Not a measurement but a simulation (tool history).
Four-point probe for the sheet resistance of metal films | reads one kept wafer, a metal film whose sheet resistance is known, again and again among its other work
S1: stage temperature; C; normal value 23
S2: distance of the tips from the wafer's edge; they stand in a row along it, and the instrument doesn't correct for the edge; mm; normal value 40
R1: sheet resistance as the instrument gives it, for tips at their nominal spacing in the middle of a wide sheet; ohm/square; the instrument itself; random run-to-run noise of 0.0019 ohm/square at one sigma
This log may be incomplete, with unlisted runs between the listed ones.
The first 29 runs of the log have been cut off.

run,hour,S1,S2,R1
30,436.4,19,52,9.394276
31,450.9,19,52,9.397752
32,462.8,26,7,9.462323
33,477.1,29,6,9.490276
34,496.5,29,38,9.430716
35,513.6,19,20,9.401379
36,522.3,19,4,9.521404
37,540.3,30,17,9.443038
38,559.9,30,17,9.441618
39,575.5,30,17,9.441298
40,591.9,21,40,9.403508
41,606.9,28,40,9.424547
42,628.4,23,24,9.410515
43,643.0,27,5,9.502559
44,663.7,24,10,9.433897
45,676.0,26,13,9.430721
46,691.7,26,13,9.431103

What if the next run were any one of these 3? Each begins from the tool's condition after run 46:
A,706.3,20,5,?
B,706.3,26,71,?
C,706.3,23,40,?

run,R1
A,9.477964
B,9.418248
C,9.406545
With the hidden condition removed and each run's random variation left untouched, the same runs would have given:
run,R1
A,9.513140
B,9.453072
C,9.441399
